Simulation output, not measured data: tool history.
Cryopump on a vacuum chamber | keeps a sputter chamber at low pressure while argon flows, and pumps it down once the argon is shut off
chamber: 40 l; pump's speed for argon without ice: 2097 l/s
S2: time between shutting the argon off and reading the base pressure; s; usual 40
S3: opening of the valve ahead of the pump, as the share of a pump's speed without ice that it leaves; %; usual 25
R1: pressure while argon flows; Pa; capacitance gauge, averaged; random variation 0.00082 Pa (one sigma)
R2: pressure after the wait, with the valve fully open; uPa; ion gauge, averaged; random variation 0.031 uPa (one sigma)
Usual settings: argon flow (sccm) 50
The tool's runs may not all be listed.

{"run": 1, "hour": 0.0, "argon flow (sccm)": 50, "S2": 40, "S3": 25, "R1": 0.1721, "R2": 3.62}
{"run": 2, "hour": 42.6, "argon flow (sccm)": 50, "S2": 40, "S3": 25, "R1": 0.1714, "R2": 3.71}
{"run": 3, "hour": 76.3, "argon flow (sccm)": 50, "S2": 40, "S3": 25, "R1": 0.1716, "R2": 3.72}
{"hour": 109.8, "done": "pump warmed up, emptied and cooled again"}
{"run": 4, "hour": 131.3, "argon flow (sccm)": 50, "S2": 40, "S3": 25, "R1": 0.162, "R2": 3.37}
{"run": 5, "hour": 179.1, "argon flow (sccm)": 50, "S2": 40, "S3": 42, "R1": 0.0972, "R2": 3.4}
{"run": 6, "hour": 217.3, "argon flow (sccm)": 50, "S2": 40, "S3": 35, "R1": 0.1168, "R2": 3.45}
{"run": 7, "hour": 269.8, "argon flow (sccm)": 50, "S2": 40, "S3": 25, "R1": 0.1636, "R2": 3.58}
{"run": 8, "hour": 310.4, "argon flow (sccm)": 50, "S2": 40, "S3": 25, "R1": 0.1629, "R2": 3.62}
{"run": 9, "hour": 338.5, "argon flow (sccm)": 50, "S2": 40, "S3": 25, "R1": 0.1619, "R2": 3.64}
{"run": 10, "hour": 381.9, "argon flow (sccm)": 50, "S2": 40, "S3": 25, "R1": 0.1646, "R2": 3.68}
{"run": 11, "hour": 406.9, "argon flow (sccm)": 50, "S2": 40, "S3": 25, "R1": 0.164, "R2": 3.69}
{"hour": 429.6, "done": "leaking fittings of the chamber tightened, without venting"}
{"run": 12, "hour": 432.1, "argon flow (sccm)": 50, "S2": 40, "S3": 25, "R1": 0.1645, "R2": 1.62}
{"run": 13, "hour": 464.4, "argon flow (sccm)": 50, "S2": 40, "S3": 25, "R1": 0.1645, "R2": 1.7}
{"run": 14, "hour": 516.4, "argon flow (sccm)": 50, "S2": 40, "S3": 46, "R1": 0.0916, "R2": 1.72}
{"run": 15, "hour": 545.7, "argon flow (sccm)": 73, "S2": 256, "S3": 24, "R1": 0.2503, "R2": 0.51}
{"run": 16, "hour": 599.3, "argon flow (sccm)": 73, "S2": 256, "S3": 24, "R1": 0.2511, "R2": 0.53}
{"run": 17, "hour": 653.6, "argon flow (sccm)": 73, "S2": 256, "S3": 24, "R1": 0.2521, "R2": 0.63}
{"run": 18, "hour": 699.3, "argon flow (sccm)": 50, "S2": 208, "S3": 30, "R1": 0.1412, "R2": 0.7}
{"run": 19, "hour": 740.8, "argon flow (sccm)": 23, "S2": 199, "S3": 26, "R1": 0.0748, "R2": 0.76}
{"run": 20, "hour": 786.3, "argon flow (sccm)": 23, "S2": 199, "S3": 26, "R1": 0.0738, "R2": 0.79}
{"run": 21, "hour": 831.8, "argon flow (sccm)": 50, "S2": 40, "S3": 17, "R1": 0.2439, "R2": 2.01}
{"run": 22, "hour": 858.9, "argon flow (sccm)": 33, "S2": 29, "S3": 17, "R1": 0.1611, "R2": 2.64}
{"run": 23, "hour": 905.2, "argon flow (sccm)": 99, "S2": 55, "S3": 52, "R1": 0.1692, "R2": 1.73}

Run 24 comes next. What will it give?
{"run": 24, "hour": 937.6, "argon flow (sccm)": 99, "S2": 55, "S3": 52, "R1": "?", "R2": "?"}

Run 24 gave R1 0.1672 Pa, R2 1.71 uPa.
Without the tool's hidden state the same run would have given R1 0.1519 Pa, R2 1.18 uPa.

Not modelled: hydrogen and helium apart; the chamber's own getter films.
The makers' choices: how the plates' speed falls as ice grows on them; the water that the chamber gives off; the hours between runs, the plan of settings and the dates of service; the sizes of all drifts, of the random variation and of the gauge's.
